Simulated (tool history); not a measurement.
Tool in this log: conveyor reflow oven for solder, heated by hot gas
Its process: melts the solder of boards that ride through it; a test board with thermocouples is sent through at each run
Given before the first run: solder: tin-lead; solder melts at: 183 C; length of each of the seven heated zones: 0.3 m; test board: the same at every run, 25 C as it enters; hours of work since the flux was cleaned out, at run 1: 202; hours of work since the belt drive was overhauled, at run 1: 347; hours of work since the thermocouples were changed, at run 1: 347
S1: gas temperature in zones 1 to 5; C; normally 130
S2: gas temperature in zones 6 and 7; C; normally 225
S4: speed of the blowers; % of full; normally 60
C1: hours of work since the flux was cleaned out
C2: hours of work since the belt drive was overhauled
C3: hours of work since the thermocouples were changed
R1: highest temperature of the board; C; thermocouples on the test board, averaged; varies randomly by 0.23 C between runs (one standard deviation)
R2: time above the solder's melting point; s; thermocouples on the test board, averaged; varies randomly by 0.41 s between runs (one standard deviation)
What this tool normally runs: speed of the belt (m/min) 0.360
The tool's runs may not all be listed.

{"run": 1, "hour": 0.0, "S1": 130, "S2": 225, "speed of the belt (m/min)": 0.36, "S4": 60, "C1": 202, "C2": 347, "C3": 347, "R1": 203.3, "R2": 53.2}
{"run": 2, "hour": 55.7, "S1": 130, "S2": 225, "speed of the belt (m/min)": 0.36, "S4": 60, "C1": 235, "C2": 381, "C3": 381, "R1": 203.1, "R2": 52.6}
{"run": 3, "hour": 121.8, "S1": 130, "S2": 225, "speed of the belt (m/min)": 0.36, "S4": 60, "C1": 275, "C2": 420, "C3": 420, "R1": 203.0, "R2": 52.8}
{"run": 4, "hour": 178.8, "S1": 130, "S2": 225, "speed of the belt (m/min)": 0.316, "S4": 60, "C1": 309, "C2": 455, "C3": 455, "R1": 207.5, "R2": 69.1}
{"run": 5, "hour": 247.4, "S1": 130, "S2": 225, "speed of the belt (m/min)": 0.316, "S4": 60, "C1": 351, "C2": 496, "C3": 496, "R1": 207.1, "R2": 68.6}
{"run": 6, "hour": 301.1, "S1": 130, "S2": 225, "speed of the belt (m/min)": 0.36, "S4": 77, "C1": 383, "C2": 528, "C3": 528, "R1": 206.3, "R2": 59.0}
{"run": 7, "hour": 359.7, "S1": 130, "S2": 225, "speed of the belt (m/min)": 0.36, "S4": 77, "C1": 418, "C2": 564, "C3": 564, "R1": 206.2, "R2": 58.6}
{"hour": 412.3, "done": "flux residue cleaned out of gas plates and filters"}
{"run": 8, "hour": 429.1, "S1": 130, "S2": 225, "speed of the belt (m/min)": 0.36, "S4": 60, "C1": 10, "C2": 602, "C3": 602, "R1": 205.1, "R2": 56.4}
{"run": 9, "hour": 469.0, "S1": 130, "S2": 225, "speed of the belt (m/min)": 0.36, "S4": 60, "C1": 34, "C2": 626, "C3": 626, "R1": 204.9, "R2": 56.7}
{"run": 10, "hour": 528.4, "S1": 130, "S2": 225, "speed of the belt (m/min)": 0.36, "S4": 60, "C1": 70, "C2": 662, "C3": 662, "R1": 205.1, "R2": 55.7}
{"run": 11, "hour": 562.9, "S1": 130, "S2": 225, "speed of the belt (m/min)": 0.36, "S4": 60, "C1": 91, "C2": 683, "C3": 683, "R1": 204.8, "R2": 55.5}
{"run": 12, "hour": 606.4, "S1": 130, "S2": 225, "speed of the belt (m/min)": 0.36, "S4": 60, "C1": 117, "C2": 709, "C3": 709, "R1": 204.6, "R2": 55.9}
{"hour": 651.8, "done": "belt drive overhauled, speed set with a stopwatch"}
{"hour": 669.4, "done": "thermocouples of zones 6 and 7 changed"}
{"run": 13, "hour": 681.6, "S1": 130, "S2": 225, "speed of the belt (m/min)": 0.36, "S4": 60, "C1": 158, "C2": 17, "C3": 7, "R1": 203.9, "R2": 53.4}
{"run": 14, "hour": 742.1, "S1": 140, "S2": 225, "speed of the belt (m/min)": 0.36, "S4": 60, "C1": 195, "C2": 53, "C3": 44, "R1": 205.9, "R2": 61.1}
{"run": 15, "hour": 779.6, "S1": 130, "S2": 221, "speed of the belt (m/min)": 0.36, "S4": 60, "C1": 217, "C2": 76, "C3": 66, "R1": 200.1, "R2": 47.2}
{"run": 16, "hour": 822.8, "S1": 116, "S2": 216, "speed of the belt (m/min)": 0.36, "S4": 60, "C1": 243, "C2": 102, "C3": 92, "R1": 193.2, "R2": 27.9}
{"run": 17, "hour": 854.0, "S1": 124, "S2": 220, "speed of the belt (m/min)": 0.36, "S4": 61, "C1": 262, "C2": 120, "C3": 111, "R1": 198.3, "R2": 41.4}
{"run": 18, "hour": 903.0, "S1": 130, "S2": 225, "speed of the belt (m/min)": 0.398, "S4": 61, "C1": 292, "C2": 150, "C3": 141, "R1": 199.6, "R2": 40.7}
{"run": 19, "hour": 944.1, "S1": 125, "S2": 235, "speed of the belt (m/min)": 0.36, "S4": 60, "C1": 316, "C2": 175, "C3": 165, "R1": 210.7, "R2": 59.9}
{"run": 20, "hour": 1008.0, "S1": 135, "S2": 225, "speed of the belt (m/min)": 0.379, "S4": 84, "C1": 355, "C2": 213, "C3": 204, "R1": 207.4, "R2": 59.2}
{"run": 21, "hour": 1052.2, "S1": 130, "S2": 220, "speed of the belt (m/min)": 0.36, "S4": 70, "C1": 381, "C2": 240, "C3": 230, "R1": 201.5, "R2": 50.0}
{"run": 22, "hour": 1113.1, "S1": 128, "S2": 220, "speed of the belt (m/min)": 0.36, "S4": 70, "C1": 418, "C2": 276, "C3": 267, "R1": 200.9, "R2": 47.2}
{"run": 23, "hour": 1144.5, "S1": 128, "S2": 220, "speed of the belt (m/min)": 0.36, "S4": 70, "C1": 437, "C2": 295, "C3": 286, "R1": 200.2, "R2": 47.9}
{"hour": 1162.4, "done": "flux residue cleaned out of gas plates and filters"}
{"run": 24, "hour": 1209.5, "S1": 128, "S2": 220, "speed of the belt (m/min)": 0.36, "S4": 70, "C1": 28, "C2": 331, "C3": 322, "R1": 203.8, "R2": 54.3}
{"run": 25, "hour": 1269.4, "S1": 128, "S2": 220, "speed of the belt (m/min)": 0.387, "S4": 64, "C1": 64, "C2": 367, "C3": 358, "R1": 199.4, "R2": 41.8}
{"run": 26, "hour": 1336.2, "S1": 128, "S2": 220, "speed of the belt (m/min)": 0.295, "S4": 64, "C1": 105, "C2": 408, "C3": 398, "R1": 207.4, "R2": 74.3}
{"run": 27, "hour": 1369.7, "S1": 140, "S2": 229, "speed of the belt (m/min)": 0.329, "S4": 60, "C1": 125, "C2": 428, "C3": 418, "R1": 213.5, "R2": 79.6}

Each row is a separate what-if for the run after 27, all from the same tool condition, not one after another. Results?
{"run": "A", "hour": 1407.9, "S1": 130, "S2": 226, "speed of the belt (m/min)": 0.36, "S4": 54, "C1": 148, "C2": 451, "C3": 441, "R1": "?", "R2": "?"}
{"run": "B", "hour": 1407.9, "S1": 140, "S2": 231, "speed of the belt (m/min)": 0.329, "S4": 56, "C1": 148, "C2": 451, "C3": 441, "R1": "?", "R2": "?"}
{"run": "C", "hour": 1407.9, "S1": 130, "S2": 218, "speed of the belt (m/min)": 0.325, "S4": 63, "C1": 148, "C2": 451, "C3": 441, "R1": "?", "R2": "?"}

run=A R1=203.7 R2=52.6
run=B R1=213.8 R2=78.9
run=C R1=203.5 R2=60.0
The same runs, with their run-to-run variation unchanged, on a tool lacking any hidden condition would have given:
run=A R1=203.5 R2=51.8
run=B R1=213.6 R2=77.6
run=C R1=203.3 R2=59.0
